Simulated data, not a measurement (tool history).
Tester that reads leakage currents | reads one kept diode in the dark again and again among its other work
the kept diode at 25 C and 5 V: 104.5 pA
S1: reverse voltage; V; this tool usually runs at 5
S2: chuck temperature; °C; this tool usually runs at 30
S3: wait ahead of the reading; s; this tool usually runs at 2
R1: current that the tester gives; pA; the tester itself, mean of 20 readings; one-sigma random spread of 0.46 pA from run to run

run    hour     S1  S2    S3      R1
  1       0      5  30     2   155.7
  2    38.8      5  30     2   156.3
  3      81      5  30  0.76  157.32
  4   121.9      5  33     2  192.99
  5   161.8   2.59  33     2  153.54
  6   191.5   2.59  33  0.55  154.58
  7     229   2.59  33  0.55  154.91
  8   274.4   1.16  30     2   93.34
  9   313.7   6.04  30     2  169.91
 10   340.5      5  30  0.46  161.96
 11     385      5  30  0.46   162.6
 12   431.9      5  30     2  160.03
 13   482.2      5  30     2   161.1
 14   524.1   2.63  30     2  127.16
 15     552   2.63  30     2  127.66
 16   597.5      5  37     2   264.4
 17   626.5   6.66  48  5.81  604.98
 18   660.3   6.66  48  5.81  604.51
 19   707.7   6.66  48  5.81  605.83
 20   755.9      5  30  7.16  162.36
 21   806.1      5  30  7.16  163.05
 22   828.4      5  30  7.16  163.99
 23   869.8      5  30  7.16  164.73
 24   907.8      5  30  7.16  164.39
 25   938.5  11.14  22  7.16  129.47
 26   966.3   1.88  24  7.16   74.38
 27  1002.7   3.66  22  0.87   84.48
 28  1044.8   4.26  37  0.46  257.28
 29  1087.8   4.85  37  5.11  267.07

5 ways to go on from here, each from the tool as it stands after run 29. What would each give?
  A  1132.1    5.7  22  5.11   ?
  B  1132.1   1.75  30  2.34   ?
  C  1132.1  16.98  37  4.67   ?
  D  1132.1   4.85  40   0.4   ?
  E  1132.1   4.85  37  3.19   ?

run      R1
  A  100.32
  B  113.27
  C  430.19
  D  329.59
  E  267.26
With no hidden state in the tool, these same runs would have given:
run      R1
  A   87.32
  B  104.88
  C  386.12
  D  306.84
  E   247.2
